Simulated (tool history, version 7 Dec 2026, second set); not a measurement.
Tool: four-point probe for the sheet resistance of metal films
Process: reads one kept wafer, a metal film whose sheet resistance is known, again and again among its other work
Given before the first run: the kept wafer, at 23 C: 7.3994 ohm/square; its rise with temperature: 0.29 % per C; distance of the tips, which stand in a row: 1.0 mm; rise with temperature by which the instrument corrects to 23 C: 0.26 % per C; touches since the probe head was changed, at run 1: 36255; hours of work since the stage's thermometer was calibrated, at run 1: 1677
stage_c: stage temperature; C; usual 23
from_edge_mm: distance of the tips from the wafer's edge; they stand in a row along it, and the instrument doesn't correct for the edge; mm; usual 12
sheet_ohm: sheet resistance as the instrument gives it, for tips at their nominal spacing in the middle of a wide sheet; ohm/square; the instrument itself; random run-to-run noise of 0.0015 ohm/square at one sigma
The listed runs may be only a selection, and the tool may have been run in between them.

run	hour	stage_c	from_edge_mm	touches since the probe head was changed	hours of work since the stage's thermometer was calibrated	sheet_ohm
1	0.0	23	12	36255	1677	7.431577
2	71.3	20	12	36986	1709	7.428692
3	200.6	20	12	38311	1768	7.425364
4	298.9	20	12	39319	1813	7.426094
5	399.0	20	12	40345	1858	7.425712
6	499.8	20	9	41378	1904	7.447746
7	599.4	20	9	42399	1949	7.447702
8	659.5	20	9	43015	1976	7.444390
9	757.2	20	9	44017	2021	7.443888
10	843.0	20	9	44896	2060	7.447928
# hour 964.2: stage's thermometer calibrated
11	965.2	20	15	46143	0	7.403727
12	1084.9	20	15	47371	55	7.402770
13	1151.1	30	12	48049	85	7.433504
14	1212.8	23	12	48682	113	7.417931
15	1272.5	33	12	49293	140	7.438302
16	1367.3	33	12	50265	183	7.436619
17	1447.0	33	12	51082	219	7.439073
18	1556.6	33	12	52205	269	7.437418
19	1627.7	23	42	52934	301	7.395450
20	1697.8	23	43	53653	333	7.390774
21	1818.2	26	15	54887	388	7.409706
22	1898.2	21	25	55707	424	7.388926
23	2017.7	21	25	56933	479	7.389119
24	2131.6	30	27	58100	530	7.408033
25	2234.2	26	17	59152	577	7.405849
26	2338.9	22	7	60225	624	7.463558
27	2428.5	19	9	61143	665	7.429634
28	2500.8	34	7	61884	698	7.490616
29	2581.7	23	60	62714	735	7.387673
30	2650.1	23	4	63415	766	7.629988
31	2761.1	23	4	64553	816	7.626038
32	2864.2	23	7	65610	863	7.463578
33	2990.0	23	7	66899	920	7.466814
34	3048.9	30	11	67503	947	7.433797
35	3128.7	21	6	68320	983	7.491772
36	3196.3	23	13	69014	1014	7.407497
37	3280.9	23	5	69880	1052	7.541625
38	3369.5	18	21	70789	1092	7.383280
39	3488.2	24	10	72006	1146	7.425591

Alternative continuations, all from the tool just after run 39; predict every row:
A	3569.8	19	45	72842	1183	?
B	3569.8	29	28	72842	1183	?
C	3569.8	21	10	72842	1183	?
D	3569.8	30	10	72842	1183	?

run	sheet_ohm
A	7.374707
B	7.399458
C	7.419935
D	7.436535
The same runs, with their run-to-run variation unchanged, on a tool lacking any hidden condition would have given:
run	sheet_ohm
A	7.390053
B	7.414986
C	7.435395
D	7.452147
